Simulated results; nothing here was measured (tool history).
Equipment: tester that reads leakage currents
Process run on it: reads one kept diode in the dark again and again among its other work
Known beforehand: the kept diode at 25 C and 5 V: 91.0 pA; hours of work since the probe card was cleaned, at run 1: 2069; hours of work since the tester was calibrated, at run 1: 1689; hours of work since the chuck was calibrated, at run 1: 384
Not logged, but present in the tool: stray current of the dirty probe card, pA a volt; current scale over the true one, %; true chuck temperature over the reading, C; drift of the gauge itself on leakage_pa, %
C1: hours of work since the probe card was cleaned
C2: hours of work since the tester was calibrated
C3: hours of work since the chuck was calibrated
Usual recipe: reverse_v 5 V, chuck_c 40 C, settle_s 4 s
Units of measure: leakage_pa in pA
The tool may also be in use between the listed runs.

Run 1, hour 0: usual settings; C1 2069; C2 1689; C3 384. Result: leakage_pa 282.2 pA.
Run 2, hour 120: usual settings but chuck_c 32 C; C1 2139; C2 1760; C3 454. Result: leakage_pa 165.82 pA.
Run 3, hour 233.2: usual settings but chuck_c 28 C; C1 2206; C2 1826; C3 521. Result: leakage_pa 126.58 pA.
Run 4, hour 316.4: usual settings but chuck_c 28 C; C1 2255; C2 1875; C3 570. Result: leakage_pa 127.05 pA.
Run 5, hour 370.5: usual settings but chuck_c 28 C; C1 2287; C2 1907; C3 602. Result: leakage_pa 126.86 pA.
Run 6, hour 450.9: usual settings but chuck_c 28 C; C1 2334; C2 1954; C3 649. Result: leakage_pa 127.81 pA.
Run 7, hour 507.6: usual settings but chuck_c 28 C; C1 2367; C2 1987; C3 682. Result: leakage_pa 128.85 pA.
Run 8, hour 597.8: usual settings but reverse_v 1.5 V, settle_s 1.3 s; C1 2420; C2 2041; C3 735. Result: leakage_pa 163.43 pA.
Run 9, hour 664.2: usual settings but reverse_v 1.38 V, chuck_c 43 C, settle_s 0.68 s; C1 2459; C2 2080; C3 775. Result: leakage_pa 192.3 pA.
Run 10, hour 741.3: usual settings but reverse_v 4.12 V, chuck_c 23 C; C1 2505; C2 2125; C3 820. Result: leakage_pa 83.54 pA.
At hour 784.3: probe card cleaned and baked.
Run 11, hour 846.1: usual settings but reverse_v 4.35 V, chuck_c 30 C, settle_s 0.46 s; C1 36; C2 2185; C3 880. Result: leakage_pa 135.19 pA.
Run 12, hour 897.6: usual settings but reverse_v 4.35 V, chuck_c 30 C, settle_s 0.46 s; C1 67; C2 2215; C3 910. Result: leakage_pa 135.98 pA.

4 options for the next run, each taken on its own from the tool as it stands now. Forecast them:
Run A, hour 948.7: usual settings but chuck_c 59 C; C1 97; C2 2245; C3 940. Result: leakage_pa ?.
Run B, hour 948.7: usual settings but chuck_c 21 C, settle_s 2.12 s; C1 97; C2 2245; C3 940. Result: leakage_pa ?.
Run C, hour 948.7: usual settings but reverse_v 1.97 V, chuck_c 59 C, settle_s 1.43 s; C1 97; C2 2245; C3 940. Result: leakage_pa ?.
Run D, hour 948.7: usual settings but reverse_v 2.5 V, chuck_c 20 C, settle_s 3.27 s; C1 97; C2 2245; C3 940. Result: leakage_pa ?.

run  leakage_pa
  A      991.56
  B       73.55
  C       636.5
  D        48.9
The same runs, with their run-to-run variation unchanged, on a tool lacking any hidden condition would have given:
run  leakage_pa
  A      927.76
  B       66.89
  C      595.63
  D       44.48

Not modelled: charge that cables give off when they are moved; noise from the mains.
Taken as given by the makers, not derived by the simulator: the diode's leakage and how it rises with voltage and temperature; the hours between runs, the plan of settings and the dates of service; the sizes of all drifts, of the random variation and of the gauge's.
